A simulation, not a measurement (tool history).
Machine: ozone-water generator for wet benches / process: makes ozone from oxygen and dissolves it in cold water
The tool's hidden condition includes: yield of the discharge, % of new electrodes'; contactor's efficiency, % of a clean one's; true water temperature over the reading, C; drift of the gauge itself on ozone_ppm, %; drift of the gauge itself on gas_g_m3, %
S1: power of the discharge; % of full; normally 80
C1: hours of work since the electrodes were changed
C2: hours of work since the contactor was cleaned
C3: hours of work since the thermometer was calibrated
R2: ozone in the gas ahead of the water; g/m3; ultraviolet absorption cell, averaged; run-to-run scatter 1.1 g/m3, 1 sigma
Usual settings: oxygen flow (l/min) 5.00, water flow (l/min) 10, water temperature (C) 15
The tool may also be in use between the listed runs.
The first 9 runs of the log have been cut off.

run 10 hour=1246.3 | S1=73 oxygen_flow_(l/min)=2.73 water_flow_(l/min)=10 water_temperature_(C)=15 | C1=1651 C2=6532 C3=4244 | dissolved_ozone_(ppm)=28.1 R2=238.4
run 11 hour=1368.0 | S1=80 oxygen_flow_(l/min)=5.00 water_flow_(l/min)=10 water_temperature_(C)=15 | C1=1730 C2=6611 C3=4323 | dissolved_ozone_(ppm)=30.6 R2=199.6
run 12 hour=1451.4 | S1=80 oxygen_flow_(l/min)=5.00 water_flow_(l/min)=10 water_temperature_(C)=15 | C1=1784 C2=6665 C3=4377 | dissolved_ozone_(ppm)=30.6 R2=196.9
run 13 hour=1561.4 | S1=80 oxygen_flow_(l/min)=5.00 water_flow_(l/min)=10 water_temperature_(C)=15 | C1=1856 C2=6737 C3=4449 | dissolved_ozone_(ppm)=31.0 R2=197.5
run 14 hour=1645.5 | S1=80 oxygen_flow_(l/min)=5.00 water_flow_(l/min)=7 water_temperature_(C)=15 | C1=1911 C2=6792 C3=4504 | dissolved_ozone_(ppm)=36.5 R2=195.9
run 15 hour=1737.8 | S1=60 oxygen_flow_(l/min)=5.00 water_flow_(l/min)=10 water_temperature_(C)=15 | C1=1971 C2=6852 C3=4564 | dissolved_ozone_(ppm)=25.6 R2=164.7
run 16 hour=1837.9 | S1=60 oxygen_flow_(l/min)=5.00 water_flow_(l/min)=10 water_temperature_(C)=7 | C1=2036 C2=6917 C3=4629 | dissolved_ozone_(ppm)=29.7 R2=164.1
run 17 hour=1991.0 | S1=60 oxygen_flow_(l/min)=5.00 water_flow_(l/min)=10 water_temperature_(C)=7 | C1=2135 C2=7016 C3=4728 | dissolved_ozone_(ppm)=29.5 R2=164.6
run 18 hour=2135.2 | S1=44 oxygen_flow_(l/min)=3.61 water_flow_(l/min)=10 water_temperature_(C)=10 | C1=2229 C2=7110 C3=4822 | dissolved_ozone_(ppm)=22.5 R2=156.3
-- hour=2146.2 contactor cleaned
run 19 hour=2217.2 | S1=64 oxygen_flow_(l/min)=5.00 water_flow_(l/min)=12 water_temperature_(C)=15 | C1=2280 C2=46 C3=4873 | dissolved_ozone_(ppm)=23.3 R2=171.8
run 20 hour=2374.0 | S1=64 oxygen_flow_(l/min)=5.00 water_flow_(l/min)=12 water_temperature_(C)=8 | C1=2382 C2=148 C3=4975 | dissolved_ozone_(ppm)=25.9 R2=168.6
run 21 hour=2530.7 | S1=76 oxygen_flow_(l/min)=4.11 water_flow_(l/min)=7 water_temperature_(C)=10 | C1=2483 C2=250 C3=5076 | dissolved_ozone_(ppm)=37.8 R2=201.7
run 22 hour=2612.1 | S1=76 oxygen_flow_(l/min)=4.11 water_flow_(l/min)=7 water_temperature_(C)=10 | C1=2536 C2=303 C3=5129 | dissolved_ozone_(ppm)=38.1 R2=201.9
run 23 hour=2703.0 | S1=80 oxygen_flow_(l/min)=5.00 water_flow_(l/min)=8 water_temperature_(C)=7 | C1=2595 C2=362 C3=5188 | dissolved_ozone_(ppm)=38.4 R2=194.4
run 24 hour=2836.9 | S1=80 oxygen_flow_(l/min)=2.51 water_flow_(l/min)=7 water_temperature_(C)=14 | C1=2682 C2=449 C3=5275 | dissolved_ozone_(ppm)=35.2 R2=255.1
run 25 hour=2953.0 | S1=69 oxygen_flow_(l/min)=7.60 water_flow_(l/min)=13 water_temperature_(C)=15 | C1=2758 C2=524 C3=5351 | dissolved_ozone_(ppm)=23.1 R2=149.4
-- hour=3067.7 contactor cleaned, once more
run 26 hour=3080.6 | S1=77 oxygen_flow_(l/min)=7.60 water_flow_(l/min)=10 water_temperature_(C)=15 | C1=2838 C2=8 C3=5431 | dissolved_ozone_(ppm)=29.8 R2=159.1
-- hour=3114.2 water thermometer calibrated
run 27 hour=3168.2 | S1=80 oxygen_flow_(l/min)=5.00 water_flow_(l/min)=10 water_temperature_(C)=8 | C1=2895 C2=65 C3=35 | dissolved_ozone_(ppm)=35.6 R2=190.4
run 28 hour=3305.1 | S1=80 oxygen_flow_(l/min)=5.00 water_flow_(l/min)=10 water_temperature_(C)=8 | C1=2984 C2=154 C3=124 | dissolved_ozone_(ppm)=35.6 R2=191.0
run 29 hour=3401.6 | S1=45 oxygen_flow_(l/min)=8.72 water_flow_(l/min)=9 water_temperature_(C)=22 | C1=3047 C2=217 C3=187 | dissolved_ozone_(ppm)=18.5 R2=109.9
run 30 hour=3556.8 | S1=57 oxygen_flow_(l/min)=8.72 water_flow_(l/min)=9 water_temperature_(C)=22 | C1=3148 C2=318 C3=288 | dissolved_ozone_(ppm)=21.6 R2=125.4
run 31 hour=3675.5 | S1=57 oxygen_flow_(l/min)=5.64 water_flow_(l/min)=8 water_temperature_(C)=22 | C1=3225 C2=395 C3=365 | dissolved_ozone_(ppm)=24.2 R2=149.4
run 32 hour=3813.5 | S1=69 oxygen_flow_(l/min)=5.78 water_flow_(l/min)=10 water_temperature_(C)=13 | C1=3314 C2=484 C3=455 | dissolved_ozone_(ppm)=29.5 R2=165.4
run 33 hour=3913.2 | S1=69 oxygen_flow_(l/min)=5.78 water_flow_(l/min)=10 water_temperature_(C)=13 | C1=3379 C2=549 C3=519 | dissolved_ozone_(ppm)=29.5 R2=163.9

Here are 4 independent what-if runs from the current tool condition. What would each one return?
run A hour=4027.0 | S1=82 oxygen_flow_(l/min)=5.78 water_flow_(l/min)=10 water_temperature_(C)=9 | C1=3453 C2=623 C3=593 | dissolved_ozone_(ppm)=? R2=?
run B hour=4027.0 | S1=80 oxygen_flow_(l/min)=5.00 water_flow_(l/min)=11 water_temperature_(C)=15 | C1=3453 C2=623 C3=593 | dissolved_ozone_(ppm)=? R2=?
run C hour=4027.0 | S1=69 oxygen_flow_(l/min)=5.78 water_flow_(l/min)=12 water_temperature_(C)=17 | C1=3453 C2=623 C3=593 | dissolved_ozone_(ppm)=? R2=?
run D hour=4027.0 | S1=91 oxygen_flow_(l/min)=3.15 water_flow_(l/min)=9 water_temperature_(C)=15 | C1=3453 C2=623 C3=593 | dissolved_ozone_(ppm)=? R2=?

run=A dissolved_ozone_(ppm)=35.2 R2=182.1
run=B dissolved_ozone_(ppm)=29.0 R2=188.4
run=C dissolved_ozone_(ppm)=24.4 R2=165.5
run=D dissolved_ozone_(ppm)=34.2 R2=245.4
With the hidden condition removed and each run's random variation left untouched, the same runs would have given:
run=A dissolved_ozone_(ppm)=38.2 R2=196.7
run=B dissolved_ozone_(ppm)=31.4 R2=203.3
run=C dissolved_ozone_(ppm)=26.3 R2=177.4
run=D dissolved_ozone_(ppm)=37.3 R2=266.1

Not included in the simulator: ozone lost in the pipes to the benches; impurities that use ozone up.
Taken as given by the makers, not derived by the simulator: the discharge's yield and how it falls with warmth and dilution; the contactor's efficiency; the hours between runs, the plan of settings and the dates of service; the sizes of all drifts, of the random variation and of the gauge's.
